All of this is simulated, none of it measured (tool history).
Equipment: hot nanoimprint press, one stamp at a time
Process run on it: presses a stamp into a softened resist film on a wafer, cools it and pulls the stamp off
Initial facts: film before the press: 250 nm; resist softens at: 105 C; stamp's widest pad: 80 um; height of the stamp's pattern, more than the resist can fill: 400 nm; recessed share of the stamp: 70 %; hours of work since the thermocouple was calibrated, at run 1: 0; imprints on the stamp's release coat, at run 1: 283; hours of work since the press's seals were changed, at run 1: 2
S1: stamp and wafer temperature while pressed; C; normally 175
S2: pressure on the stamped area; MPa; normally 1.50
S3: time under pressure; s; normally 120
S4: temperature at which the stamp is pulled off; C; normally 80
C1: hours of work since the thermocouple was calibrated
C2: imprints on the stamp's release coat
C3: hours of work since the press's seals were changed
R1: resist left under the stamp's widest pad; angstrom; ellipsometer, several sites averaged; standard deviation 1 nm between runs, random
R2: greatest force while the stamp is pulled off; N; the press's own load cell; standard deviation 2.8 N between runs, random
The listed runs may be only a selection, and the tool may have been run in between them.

run   hour   S1    S2   S3  S4  C1   C2  C3    R1   R2
  1    0.0  175  1.50  120  80   0  283   2  1445  195
  2    3.9  175  1.50  120  80   3  301   5  1465  200
  3    9.2  175  1.50  120  80   6  325   8  1468  197
  4   16.0  175  1.50  120  80  10  356  12  1467  199
  5   23.0  175  1.50  120  80  14  388  16  1485  198
  6   29.7  175  1.50  120  80  18  418  20  1455  200
  7   38.2  175  1.50  120  80  24  456  25  1462  200
  8   42.3  175  1.50  120  80  26  475  28  1465  203
  9   51.1  164  1.50  120  80  31  515  33  2123  209
 10   57.8  184  1.50  120  80  35  546  37   987  205
 11   62.4  166  1.50  120  80  38  567  40  2032  209
 12   67.5  175  1.50  120  80  41  590  43  1502  203
 13   71.5  175  1.50  120  80  44  608  46  1478  207
 14   75.7  175  1.50  201  80  46  627  48  1272  205
 15   82.8  175  1.50  117  80  51  659  53  1472  206
 16   87.5  175  1.50  120  77  54  681  55  1484  216
      91.0  -- plate thermocouple calibrated
 17   98.2  175  1.05  120  76   4  716  60  1733  221
     110.1  -- stamp cleaned and given a new release coat
 18  112.4  166  1.11  120  80   9   11  65  2178  184
 19  116.9  166  1.25  195  87  12   31  68  1973  170
 20  121.2  166  1.25  195  87  15   51  70  1976  171
 21  129.4  175  1.50  233  70  20   88  75  1232  222
 22  134.2  175  1.50  120  80  23  110  78  1503  196

For run 23, what comes out?
     139.9  -- plate thermocouple calibrated, once more
 23  142.2  177  2.03  120  85   1  132  81   ?   ?

{"run 23": {"R1": 1148, "R2": 178}}
On a tool with no hidden condition, and with the same random variation, this run would have come out at R1 1135 angstrom, R2 174 N.

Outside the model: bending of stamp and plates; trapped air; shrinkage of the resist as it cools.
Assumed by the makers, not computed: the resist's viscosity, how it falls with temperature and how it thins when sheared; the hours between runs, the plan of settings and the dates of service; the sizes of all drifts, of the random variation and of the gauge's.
